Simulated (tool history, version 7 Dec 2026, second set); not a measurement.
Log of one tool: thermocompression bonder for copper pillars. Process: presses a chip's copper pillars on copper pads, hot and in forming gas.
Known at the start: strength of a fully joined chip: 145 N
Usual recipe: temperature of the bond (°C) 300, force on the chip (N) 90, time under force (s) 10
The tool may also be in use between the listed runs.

| run | hour | temperature of the bond (°C) | force on the chip (N) | time under force (s) | force that shears a chip off (N) |
|---|---|---|---|---|---|
| 1 | 0.0 | 300 | 90 | 10 | 77.6 |
| 2 | 58.7 | 292 | 90 | 10 | 71.6 |
| 3 | 113.5 | 292 | 90 | 10 | 70.4 |
| 4 | 184.4 | 292 | 90 | 10 | 70.5 |
| 5 | 238.2 | 300 | 77 | 10 | 69.3 |
| 6 | 289.9 | 300 | 77 | 10 | 69.0 |
| 7 | 357.3 | 300 | 90 | 10 | 72.8 |
| 8 | 417.2 | 300 | 90 | 10 | 72.9 |
|  | 431.3 | forming gas filter changed |
|  | 478.6 | heater calibrated with a thermocouple chip |
| 9 | 481.4 | 300 | 90 | 10 | 76.2 |
| 10 | 550.4 | 300 | 90 | 10 | 74.7 |
| 11 | 604.9 | 300 | 88 | 10 | 73.2 |
|  | 635.2 | force cell calibrated |
| 12 | 641.4 | 300 | 88 | 10 | 75.4 |
| 13 | 684.7 | 300 | 88 | 10 | 74.5 |

Run 14 comes next. What will it give?
| 14 | 720.6 | 300 | 88 | 10 | ? |

Run 14 came out at force that shears a chip off (N) 74.3.
With the hidden condition absent and the run-to-run variation left alone, this run would have shown force that shears a chip off (N) 77.9.
